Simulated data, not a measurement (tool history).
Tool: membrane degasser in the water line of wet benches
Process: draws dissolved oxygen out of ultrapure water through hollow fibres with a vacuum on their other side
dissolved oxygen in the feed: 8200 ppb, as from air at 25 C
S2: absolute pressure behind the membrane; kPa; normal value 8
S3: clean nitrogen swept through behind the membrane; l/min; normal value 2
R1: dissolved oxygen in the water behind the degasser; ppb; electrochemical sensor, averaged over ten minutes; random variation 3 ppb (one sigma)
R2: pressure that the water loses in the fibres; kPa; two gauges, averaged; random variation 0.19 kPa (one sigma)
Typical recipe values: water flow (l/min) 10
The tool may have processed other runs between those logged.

run 1 day=0 | water_flow_(l/min)=10 S2=8 S3=2 | R1=368.2 R2=42.66
run 2 day=2.5 | water_flow_(l/min)=10 S2=8 S3=1.31 | R1=399.9 R2=42.99
run 3 day=6.379 | water_flow_(l/min)=10 S2=8 S3=1.31 | R1=405.4 R2=43
run 4 day=10.633 | water_flow_(l/min)=10 S2=8 S3=1.28 | R1=408.2 R2=43.01
run 5 day=13.579 | water_flow_(l/min)=10 S2=8 S3=1.28 | R1=408.3 R2=42.86
run 6 day=16.846 | water_flow_(l/min)=10 S2=8 S3=2.02 | R1=375.1 R2=43.26
run 7 day=21.742 | water_flow_(l/min)=10 S2=13.98 S3=2 | R1=451.3 R2=43.32
run 8 day=24.121 | water_flow_(l/min)=10 S2=8 S3=2 | R1=378.8 R2=43.53
run 9 day=27.592 | water_flow_(l/min)=10 S2=8 S3=2 | R1=386 R2=43.42
run 10 day=31.733 | water_flow_(l/min)=10 S2=8 S3=2 | R1=380.2 R2=43.47
run 11 day=35.833 | water_flow_(l/min)=10 S2=8 S3=2 | R1=394.4 R2=43.27
run 12 day=41.079 | water_flow_(l/min)=6 S2=8 S3=2 | R1=107 R2=26.32
run 13 day=44.075 | water_flow_(l/min)=6 S2=8 S3=2 | R1=105.9 R2=25.9
run 14 day=48.512 | water_flow_(l/min)=6 S2=8 S3=5.79 | R1=81.8 R2=26.13
run 15 day=53.329 | water_flow_(l/min)=6 S2=8 S3=5.79 | R1=81.2 R2=26.14
run 16 day=57.679 | water_flow_(l/min)=6 S2=8 S3=5.79 | R1=83.2 R2=26.2
run 17 day=61.183 | water_flow_(l/min)=6 S2=8 S3=5.79 | R1=84 R2=26.19
run 18 day=65.125 | water_flow_(l/min)=10 S2=8 S3=2.37 | R1=387.7 R2=43.64
run 19 day=68.425 | water_flow_(l/min)=10 S2=19.45 S3=0.81 | R1=770.5 R2=44.13
-- day=68.896 vacuum gauge calibrated
run 20 day=73.571 | water_flow_(l/min)=10 S2=19.45 S3=0.81 | R1=769.8 R2=44.22
run 21 day=78.379 | water_flow_(l/min)=13 S2=7.34 S3=0.97 | R1=732.8 R2=57.04
run 22 day=80.708 | water_flow_(l/min)=8 S2=7.34 S3=0.97 | R1=270.4 R2=35.31
run 23 day=85.621 | water_flow_(l/min)=10 S2=8.36 S3=1.53 | R1=421 R2=44.09
run 24 day=88.767 | water_flow_(l/min)=9 S2=8.36 S3=2.47 | R1=311.2 R2=39.87
run 25 day=93.033 | water_flow_(l/min)=9 S2=10.58 S3=1.46 | R1=369.5 R2=40.1
run 26 day=95.575 | water_flow_(l/min)=9 S2=10.58 S3=1.46 | R1=377.5 R2=39.66
run 27 day=100.825 | water_flow_(l/min)=10 S2=6.31 S3=4.11 | R1=367.2 R2=44.74
run 28 day=105.833 | water_flow_(l/min)=10 S2=6.31 S3=4.11 | R1=366.3 R2=44.6
run 29 day=110.792 | water_flow_(l/min)=10 S2=6.31 S3=4.11 | R1=376 R2=44.76
run 30 day=116.017 | water_flow_(l/min)=10 S2=6.31 S3=4.11 | R1=375.9 R2=44.85
run 31 day=119.075 | water_flow_(l/min)=7 S2=16.45 S3=0.87 | R1=387.5 R2=31.33
run 32 day=123.975 | water_flow_(l/min)=7 S2=16.45 S3=0.87 | R1=386.6 R2=31.33
run 33 day=127.85 | water_flow_(l/min)=8 S2=11.22 S3=3.26 | R1=250.1 R2=35.79

3 ways to go on from here, each from the tool as it stands after run 33. What would each give?
run A day=131.067 | water_flow_(l/min)=8 S2=11.22 S3=3.58 | R1=? R2=?
run B day=131.067 | water_flow_(l/min)=15 S2=11.35 S3=4.16 | R1=? R2=?
run C day=131.067 | water_flow_(l/min)=10 S2=11.22 S3=3.26 | R1=? R2=?

run=A R1=247.7 R2=35.92
run=B R1=912.4 R2=67.7
run=C R1=419.1 R2=45.03
What these runs would have given with no unlogged condition in the tool:
run=A R1=170.3 R2=31.92
run=B R1=703.1 R2=60.2
run=C R1=300.8 R2=40.05
